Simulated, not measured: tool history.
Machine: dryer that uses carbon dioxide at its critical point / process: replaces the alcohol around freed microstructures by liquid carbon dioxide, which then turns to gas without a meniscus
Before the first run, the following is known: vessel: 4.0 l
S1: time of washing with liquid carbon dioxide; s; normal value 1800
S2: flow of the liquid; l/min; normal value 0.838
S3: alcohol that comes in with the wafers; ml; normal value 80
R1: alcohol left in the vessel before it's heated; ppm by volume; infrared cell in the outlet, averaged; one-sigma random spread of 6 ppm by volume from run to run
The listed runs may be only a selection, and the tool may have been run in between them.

| run | hour | S1 | S2 | S3 | R1 |
|---|---|---|---|---|---|
| 1 | 0.0 | 1800 | 0.838 | 80 | 273 |
| 2 | 40.6 | 1800 | 1.034 | 80 | 139 |
| 3 | 85.3 | 1800 | 0.529 | 80 | 1221 |
| 4 | 137.0 | 1800 | 0.529 | 80 | 1199 |
| 5 | 168.5 | 1800 | 0.529 | 80 | 1251 |
| 6 | 193.3 | 1800 | 0.529 | 80 | 1311 |
| 7 | 239.4 | 1800 | 0.838 | 80 | 329 |
| 8 | 284.5 | 1800 | 0.838 | 80 | 354 |
| 9 | 317.0 | 2580 | 0.838 | 80 | 113 |
| 10 | 358.4 | 1800 | 0.838 | 40 | 213 |
| 11 | 400.0 | 1800 | 0.838 | 40 | 221 |
| 12 | 454.3 | 1800 | 0.838 | 40 | 242 |
| 13 | 501.5 | 1800 | 0.838 | 25 | 180 |
| 14 | 550.7 | 1800 | 1.390 | 80 | 95 |
| 15 | 579.2 | 1800 | 1.390 | 80 | 103 |
| 16 | 626.5 | 1800 | 0.838 | 33 | 242 |
|  | 648.7 | inlet filter changed |
| 17 | 654.8 | 1800 | 0.838 | 44 | 189 |
| 18 | 702.9 | 1560 | 0.838 | 44 | 307 |
| 19 | 748.3 | 1560 | 0.838 | 44 | 325 |
| 20 | 785.6 | 1560 | 0.838 | 44 | 331 |
| 21 | 822.8 | 1140 | 1.050 | 38 | 396 |
| 22 | 845.7 | 1140 | 1.050 | 38 | 388 |
| 23 | 901.0 | 1320 | 1.310 | 41 | 157 |
| 24 | 945.3 | 1440 | 0.675 | 59 | 1031 |
| 25 | 991.5 | 2160 | 0.567 | 54 | 524 |
| 26 | 1033.4 | 1800 | 0.545 | 80 | 1412 |
| 27 | 1088.4 | 1800 | 1.200 | 80 | 139 |
| 28 | 1128.9 | 2220 | 0.774 | 75 | 274 |
| 29 | 1163.1 | 1800 | 1.164 | 80 | 160 |
| 30 | 1206.8 | 1800 | 1.164 | 80 | 164 |
| 31 | 1243.0 | 1800 | 1.164 | 80 | 181 |
| 32 | 1269.4 | 1560 | 0.838 | 80 | 830 |

For some of the steps in R1 from one run to the next: how much would appear even if the tool had no hidden state, given the settings, what came in and random variation, and how much remains for the hidden state plus any gauge scatter that the measured result and the result without hidden state don't share?
Unlogged tool condition in this case: flow that reaches the vessel past the clogged filter, %; alcohol in the recycled carbon dioxide, ppm; drift of the gauge itself on alcohol_ppm, %.
Run 2 -> 3: S2 1.034 -> 0.529. R1 +1082 ppm by volume: hidden state +78, all else +1004.
Run 6 -> 7: S2 0.529 -> 0.838. R1 -982 ppm by volume: hidden state -99, all else -883.
Run 25 -> 26: S1 2160 -> 1800, S2 0.567 -> 0.545, S3 54 -> 80. R1 +888 ppm by volume: hidden state +212, all else +676.
Run 26 -> 27: S2 0.545 -> 1.200. R1 -1273 ppm by volume: hidden state -297, all else -976.
Run 31 -> 32: S1 1800 -> 1560, S2 1.164 -> 0.838. R1 +649 ppm by volume: hidden state +272, all else +377.
